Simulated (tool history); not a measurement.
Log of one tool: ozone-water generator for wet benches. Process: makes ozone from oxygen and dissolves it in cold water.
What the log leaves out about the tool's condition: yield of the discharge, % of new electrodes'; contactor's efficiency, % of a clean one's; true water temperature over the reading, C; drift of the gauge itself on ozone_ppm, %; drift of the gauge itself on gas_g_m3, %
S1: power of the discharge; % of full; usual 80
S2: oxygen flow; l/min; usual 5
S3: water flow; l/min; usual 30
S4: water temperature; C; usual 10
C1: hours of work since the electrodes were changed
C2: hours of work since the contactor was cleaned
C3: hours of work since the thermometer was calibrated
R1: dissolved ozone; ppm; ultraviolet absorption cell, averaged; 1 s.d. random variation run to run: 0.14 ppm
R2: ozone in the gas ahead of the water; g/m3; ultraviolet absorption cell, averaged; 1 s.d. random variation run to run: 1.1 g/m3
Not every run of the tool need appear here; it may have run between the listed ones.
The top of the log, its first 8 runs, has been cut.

run,hour,S1,S2,S3,S4,C1,C2,C3,R1,R2
9,506,80,4.49,30,10,2180,2870,1785,14.5,189
10,580.6,80,4.49,30,10,2243,2933,1849,14.4,189.2
11,663.9,80,4.49,30,10,2314,3004,1920,14.3,187.8
12,744,80,4.49,30,10,2383,3073,1989,14.4,186.9
13,807.9,80,5,30,10,2437,3127,2043,14.8,176.5
14,877.4,80,8.21,30,10,2496,3187,2102,15.9,138.1
15,947.1,80,8.21,30,10,2556,3246,2162,16.1,137.4
16,995.3,80,8.21,30,10,2597,3287,2203,15.8,136.5
17,1071,80,5,30,10,2662,3352,2268,14.5,176
# hour 1087.1: contactor cleaned
18,1132.6,80,5,30,10,2711,39,2317,14.9,177.3
19,1208.1,99,7.67,37,11,2775,103,2381,14.8,160.5
20,1289.5,70,4.86,30,12,2845,173,2451,13.1,166.5
21,1384.5,92,5,20,8,2926,254,2532,23.3,189.3
22,1480.7,82,5,30,10,3008,336,2614,14.9,177.2
23,1532.7,82,5,30,10,3052,380,2658,15,176.3
24,1614.5,82,4.37,18,10,3122,450,2728,22.8,189.7
25,1680.2,82,4.37,18,10,3178,506,2784,22.6,188.8
26,1772.7,41,5,48,10,3257,585,2863,6.2,121.5
27,1857.3,41,5,48,10,3329,657,2935,6.3,123.2
28,1913,80,8.15,30,10,3377,705,2983,15.7,135.3
29,1955.7,75,4.19,30,10,3413,741,3019,13.3,184.4
30,2004.5,75,3.33,30,10,3455,783,3061,12.9,204.5
31,2105.8,53,4.47,30,10,3541,869,3147,11.1,145.2
32,2196.2,53,4.47,30,10,3619,947,3225,11.3,145.1
33,2270.2,53,4.47,30,10,3682,1010,3288,11,145.3

4 ways to go on from here, each from the tool as it stands after run 33. What would each give?
A,2339,55,6.26,30,7,3740,1068,3346,?,?
B,2339,80,5,21,10,3740,1068,3346,?,?
C,2339,53,6.23,30,10,3740,1068,3346,?,?
D,2339,61,4.47,30,10,3740,1068,3346,?,?

run,R1,R2
A,12.3,126.7
B,19.6,171.9
C,11.7,122.5
D,11.8,157.4
Without the tool's hidden state the same runs would have given:
run,R1,R2
A,13.5,136.6
B,21.8,188.7
C,12.8,131.8
D,13,170.5
